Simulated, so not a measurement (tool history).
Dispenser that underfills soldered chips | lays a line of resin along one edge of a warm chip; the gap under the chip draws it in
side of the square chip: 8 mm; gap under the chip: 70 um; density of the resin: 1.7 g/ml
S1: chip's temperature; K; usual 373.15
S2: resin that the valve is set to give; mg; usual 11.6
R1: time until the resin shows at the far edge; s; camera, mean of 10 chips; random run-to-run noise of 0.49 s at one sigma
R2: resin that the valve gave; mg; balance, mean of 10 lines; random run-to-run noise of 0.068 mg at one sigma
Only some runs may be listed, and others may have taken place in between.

run 1 hour=0.0 | S1=373.15 S2=11.6 | R1=60.5 R2=10.51
-- hour=1.6 new syringe of resin
run 2 hour=8.2 | S1=373.15 S2=11.6 | R1=50.8 R2=10.69
-- hour=15.9 new syringe of resin
run 3 hour=15.9 | S1=373.15 S2=11.6 | R1=39.9 R2=10.54
run 4 hour=25.3 | S1=373.15 S2=11.6 | R1=56.1 R2=10.45
-- hour=28.6 dispensing valve cleaned and set on the balance
-- hour=31.0 new syringe of resin
run 5 hour=32.4 | S1=360.15 S2=11.6 | R1=75.3 R2=11.53
run 6 hour=41.1 | S1=360.15 S2=11.6 | R1=102.7 R2=11.53
-- hour=44.8 new syringe of resin
run 7 hour=50.1 | S1=360.15 S2=11.6 | R1=86.0 R2=11.58
run 8 hour=55.7 | S1=360.15 S2=11.6 | R1=105.6 R2=11.25
-- hour=59.0 new syringe of resin
run 9 hour=61.7 | S1=360.15 S2=10.1 | R1=80.9 R2=9.89
run 10 hour=67.4 | S1=360.15 S2=10.1 | R1=99.9 R2=9.88
-- hour=73.4 new syringe of resin
run 11 hour=76.4 | S1=373.15 S2=12.4 | R1=44.6 R2=11.99
run 12 hour=82.7 | S1=373.15 S2=11.6 | R1=55.3 R2=11.14
-- hour=87.2 new syringe of resin
run 13 hour=88.2 | S1=373.15 S2=11.6 | R1=43.4 R2=11.12
run 14 hour=97.1 | S1=373.15 S2=11.6 | R1=57.9 R2=11.07
-- hour=101.0 new syringe of resin
run 15 hour=108.2 | S1=373.15 S2=11.6 | R1=52.5 R2=11.13

Estimate the outcome of run 16 from the log above:
run 16 hour=112.6 | S1=373.15 S2=12.2 | R1=? R2=?

Run 16 yielded R1 61.0 s, R2 11.50 mg.
Take away the tool's hidden state, keep the run-to-run variation as it was, and the same run would have given R1 39.4 s, R2 12.16 mg.
